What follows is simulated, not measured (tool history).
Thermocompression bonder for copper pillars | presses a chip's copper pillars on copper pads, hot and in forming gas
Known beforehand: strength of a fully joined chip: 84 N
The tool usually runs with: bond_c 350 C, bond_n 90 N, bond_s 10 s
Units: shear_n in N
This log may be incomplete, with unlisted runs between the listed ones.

run 1 hour=0 | bond_c=350 bond_n=90 bond_s=10 | shear_n=40.5
run 2 hour=10.3 | bond_c=350 bond_n=90 bond_s=10 | shear_n=38
run 3 hour=22 | bond_c=350 bond_n=90 bond_s=10 | shear_n=39.4
run 4 hour=36.6 | bond_c=350 bond_n=90 bond_s=10 | shear_n=39.1
run 5 hour=55.1 | bond_c=350 bond_n=90 bond_s=10 | shear_n=38.1
run 6 hour=70.3 | bond_c=350 bond_n=90 bond_s=10 | shear_n=38.6
run 7 hour=81.9 | bond_c=350 bond_n=90 bond_s=10 | shear_n=38.1
run 8 hour=99.1 | bond_c=350 bond_n=90 bond_s=11 | shear_n=40.5
run 9 hour=117.6 | bond_c=372 bond_n=90 bond_s=10 | shear_n=45.4
-- hour=120.4 forming gas filter changed
run 10 hour=131.2 | bond_c=372 bond_n=90 bond_s=10 | shear_n=46
run 11 hour=147.5 | bond_c=371 bond_n=71 bond_s=11 | shear_n=39.4
run 12 hour=160.8 | bond_c=343 bond_n=71 bond_s=25 | shear_n=43.3
run 13 hour=171.7 | bond_c=343 bond_n=71 bond_s=25 | shear_n=40.9
run 14 hour=187 | bond_c=359 bond_n=90 bond_s=10 | shear_n=40.5
run 15 hour=203.9 | bond_c=359 bond_n=119 bond_s=14 | shear_n=56.5
run 16 hour=211.7 | bond_c=326 bond_n=82 bond_s=27 | shear_n=42.3
run 17 hour=228.3 | bond_c=368 bond_n=64 bond_s=27 | shear_n=48.9
run 18 hour=245.2 | bond_c=368 bond_n=59 bond_s=6 | shear_n=25.6
run 19 hour=255 | bond_c=371 bond_n=59 bond_s=14 | shear_n=36.8
run 20 hour=269.5 | bond_c=349 bond_n=119 bond_s=15 | shear_n=52.6

Consider 4 possible next runs. They are alternatives, not a sequence: every one starts from the tool as it was left by run 20. What does each give?
run A hour=285.9 | bond_c=373 bond_n=101 bond_s=10 | shear_n=?
run B hour=285.9 | bond_c=332 bond_n=90 bond_s=7 | shear_n=?
run C hour=285.9 | bond_c=364 bond_n=119 bond_s=15 | shear_n=?
run D hour=285.9 | bond_c=345 bond_n=119 bond_s=15 | shear_n=?

run=A shear_n=50.2
run=B shear_n=29.1
run=C shear_n=59
run=D shear_n=50.3
The same runs, with their run-to-run variation unchanged, on a tool lacking any hidden condition would have given:
run=A shear_n=50.2
run=B shear_n=29.1
run=C shear_n=59
run=D shear_n=50.3
